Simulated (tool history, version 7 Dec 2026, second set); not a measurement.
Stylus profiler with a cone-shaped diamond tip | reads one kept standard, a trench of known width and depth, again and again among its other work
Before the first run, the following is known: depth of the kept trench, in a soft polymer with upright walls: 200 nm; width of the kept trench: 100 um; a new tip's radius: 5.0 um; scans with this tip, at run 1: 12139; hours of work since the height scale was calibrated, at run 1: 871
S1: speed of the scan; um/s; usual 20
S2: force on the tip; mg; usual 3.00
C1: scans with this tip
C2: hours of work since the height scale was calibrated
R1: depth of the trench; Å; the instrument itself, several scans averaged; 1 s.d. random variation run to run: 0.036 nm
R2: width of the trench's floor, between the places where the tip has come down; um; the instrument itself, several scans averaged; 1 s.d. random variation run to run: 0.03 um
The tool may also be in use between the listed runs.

{"run": 1, "hour": 0.0, "S1": 20, "S2": 3.0, "C1": 12139, "C2": 871, "R1": 2023.9, "R2": 95.41}
{"run": 2, "hour": 90.9, "S1": 20, "S2": 3.0, "C1": 12753, "C2": 915, "R1": 2024.1, "R2": 95.34}
{"run": 3, "hour": 152.4, "S1": 20, "S2": 3.0, "C1": 13170, "C2": 945, "R1": 2024.1, "R2": 95.32}
{"hour": 181.8, "done": "new tip fitted, height scale calibrated"}
{"run": 4, "hour": 240.8, "S1": 20, "S2": 3.0, "C1": 400, "C2": 29, "R1": 2025.7, "R2": 96.98}
{"run": 5, "hour": 314.7, "S1": 20, "S2": 3.0, "C1": 900, "C2": 65, "R1": 2026.2, "R2": 96.88}
{"run": 6, "hour": 416.8, "S1": 20, "S2": 7.97, "C1": 1591, "C2": 114, "R1": 2049.6, "R2": 96.82}
{"run": 7, "hour": 480.5, "S1": 20, "S2": 4.93, "C1": 2021, "C2": 145, "R1": 2035.9, "R2": 96.72}
{"run": 8, "hour": 587.9, "S1": 20, "S2": 2.7, "C1": 2748, "C2": 197, "R1": 2024.0, "R2": 96.62}
{"run": 9, "hour": 677.1, "S1": 20, "S2": 3.0, "C1": 3352, "C2": 240, "R1": 2025.0, "R2": 96.51}
{"run": 10, "hour": 742.9, "S1": 20, "S2": 3.0, "C1": 3797, "C2": 272, "R1": 2024.5, "R2": 96.5}
{"run": 11, "hour": 856.1, "S1": 20, "S2": 3.0, "C1": 4563, "C2": 327, "R1": 2025.3, "R2": 96.38}
{"run": 12, "hour": 976.2, "S1": 20, "S2": 3.0, "C1": 5376, "C2": 386, "R1": 2024.7, "R2": 96.28}
{"run": 13, "hour": 1063.8, "S1": 20, "S2": 3.0, "C1": 5969, "C2": 428, "R1": 2023.9, "R2": 96.17}
{"run": 14, "hour": 1175.5, "S1": 20, "S2": 3.0, "C1": 6725, "C2": 482, "R1": 2024.2, "R2": 96.13}
{"run": 15, "hour": 1252.6, "S1": 20, "S2": 3.0, "C1": 7246, "C2": 520, "R1": 2024.9, "R2": 96.04}
{"run": 16, "hour": 1319.4, "S1": 20, "S2": 3.0, "C1": 7698, "C2": 552, "R1": 2024.0, "R2": 95.94}
{"run": 17, "hour": 1433.4, "S1": 20, "S2": 3.0, "C1": 8469, "C2": 608, "R1": 2023.9, "R2": 95.83}
{"run": 18, "hour": 1541.1, "S1": 20, "S2": 3.0, "C1": 9198, "C2": 660, "R1": 2023.7, "R2": 95.83}
{"run": 19, "hour": 1649.9, "S1": 20, "S2": 3.0, "C1": 9934, "C2": 713, "R1": 2024.1, "R2": 95.72}
{"run": 20, "hour": 1760.6, "S1": 77, "S2": 3.0, "C1": 10684, "C2": 766, "R1": 2023.8, "R2": 95.36}
{"run": 21, "hour": 1820.0, "S1": 20, "S2": 5.72, "C1": 11086, "C2": 795, "R1": 2037.1, "R2": 95.64}
{"run": 22, "hour": 1880.3, "S1": 20, "S2": 5.72, "C1": 11493, "C2": 824, "R1": 2036.7, "R2": 95.57}
{"run": 23, "hour": 2002.4, "S1": 22, "S2": 3.0, "C1": 12320, "C2": 884, "R1": 2023.1, "R2": 95.49}
{"run": 24, "hour": 2076.7, "S1": 10, "S2": 2.93, "C1": 12823, "C2": 920, "R1": 2022.3, "R2": 95.47}
{"hour": 2153.8, "done": "new tip fitted, height scale calibrated"}
{"run": 25, "hour": 2182.2, "S1": 25, "S2": 2.28, "C1": 192, "C2": 14, "R1": 2022.6, "R2": 97.07}
{"run": 26, "hour": 2248.8, "S1": 15, "S2": 3.21, "C1": 643, "C2": 46, "R1": 2027.4, "R2": 97.04}
{"run": 27, "hour": 2370.4, "S1": 47, "S2": 2.57, "C1": 1465, "C2": 105, "R1": 2023.9, "R2": 96.76}
{"run": 28, "hour": 2470.1, "S1": 20, "S2": 1.22, "C1": 2140, "C2": 154, "R1": 2014.9, "R2": 96.67}
{"run": 29, "hour": 2590.7, "S1": 41, "S2": 2.15, "C1": 2956, "C2": 212, "R1": 2021.0, "R2": 96.5}
{"run": 30, "hour": 2678.6, "S1": 5, "S2": 1.48, "C1": 3551, "C2": 255, "R1": 2016.0, "R2": 96.6}
{"run": 31, "hour": 2779.8, "S1": 7, "S2": 1.48, "C1": 4236, "C2": 304, "R1": 2015.5, "R2": 96.56}
{"run": 32, "hour": 2852.1, "S1": 11, "S2": 3.0, "C1": 4725, "C2": 339, "R1": 2025.6, "R2": 96.48}
{"run": 33, "hour": 2928.2, "S1": 26, "S2": 3.0, "C1": 5240, "C2": 376, "R1": 2026.0, "R2": 96.31}
{"run": 34, "hour": 3037.6, "S1": 46, "S2": 3.85, "C1": 5980, "C2": 429, "R1": 2031.1, "R2": 96.08}
{"run": 35, "hour": 3124.4, "S1": 46, "S2": 3.85, "C1": 6568, "C2": 471, "R1": 2030.4, "R2": 96.03}
{"run": 36, "hour": 3214.8, "S1": 29, "S2": 1.04, "C1": 7180, "C2": 515, "R1": 2011.8, "R2": 95.93}
{"run": 37, "hour": 3271.0, "S1": 29, "S2": 1.04, "C1": 7560, "C2": 542, "R1": 2011.1, "R2": 95.83}
{"run": 38, "hour": 3336.7, "S1": 29, "S2": 1.04, "C1": 8004, "C2": 574, "R1": 2011.9, "R2": 95.81}
{"run": 39, "hour": 3410.5, "S1": 29, "S2": 1.04, "C1": 8504, "C2": 610, "R1": 2011.1, "R2": 95.73}
{"run": 40, "hour": 3500.3, "S1": 29, "S2": 1.04, "C1": 9111, "C2": 654, "R1": 2011.9, "R2": 95.66}
{"run": 41, "hour": 3607.0, "S1": 22, "S2": 1.04, "C1": 9833, "C2": 705, "R1": 2010.8, "R2": 95.64}
{"run": 42, "hour": 3685.7, "S1": 12, "S2": 3.0, "C1": 10366, "C2": 744, "R1": 2024.3, "R2": 95.72}
{"run": 43, "hour": 3807.0, "S1": 12, "S2": 1.53, "C1": 11187, "C2": 803, "R1": 2014.6, "R2": 95.62}
{"run": 44, "hour": 3887.2, "S1": 12, "S2": 1.53, "C1": 11730, "C2": 841, "R1": 2014.1, "R2": 95.65}
{"run": 45, "hour": 3990.2, "S1": 23, "S2": 6.67, "C1": 12427, "C2": 891, "R1": 2042.5, "R2": 95.53}

Each run again, without the hidden state but with its own random variation kept:
Hidden state present: radius of the tip, um; height scale over the true one, %; drift of the gauge itself on depth_nm, %; drift of the gauge itself on floor_um, %.
run=1 R1=2026.2 R2=97.10
run=2 R1=2026.5 R2=97.09
run=3 R1=2026.7 R2=97.12
run=4 R1=2026.1 R2=97.08
run=5 R1=2026.7 R2=97.07
run=6 R1=2050.3 R2=97.12
run=7 R1=2036.7 R2=97.09
run=8 R1=2025.0 R2=97.08
run=9 R1=2026.1 R2=97.06
run=10 R1=2025.7 R2=97.11
run=11 R1=2026.7 R2=97.11
run=12 R1=2026.3 R2=97.11
run=13 R1=2025.7 R2=97.08
run=14 R1=2026.1 R2=97.13
run=15 R1=2027.0 R2=97.11
run=16 R1=2026.1 R2=97.06
run=17 R1=2026.2 R2=97.05
run=18 R1=2026.2 R2=97.13
run=19 R1=2026.8 R2=97.10
run=20 R1=2026.7 R2=96.83
run=21 R1=2040.1 R2=97.15
run=22 R1=2039.7 R2=97.13
run=23 R1=2026.3 R2=97.14
run=24 R1=2025.6 R2=97.16
run=25 R1=2022.1 R2=97.08
run=26 R1=2027.0 R2=97.13
run=27 R1=2023.7 R2=96.97
run=28 R1=2014.9 R2=96.99
run=29 R1=2021.2 R2=96.94
run=30 R1=2016.3 R2=97.11
run=31 R1=2016.0 R2=97.17
run=32 R1=2026.2 R2=97.16
run=33 R1=2026.7 R2=97.06
run=34 R1=2032.0 R2=96.94
run=35 R1=2031.5 R2=96.96
run=36 R1=2012.9 R2=96.94
run=37 R1=2012.4 R2=96.89
run=38 R1=2013.3 R2=96.92
run=39 R1=2012.5 R2=96.90
run=40 R1=2013.6 R2=96.90
run=41 R1=2012.6 R2=96.97
run=42 R1=2026.3 R2=97.11
run=43 R1=2016.8 R2=97.10
run=44 R1=2016.3 R2=97.19
run=45 R1=2044.9 R2=97.14
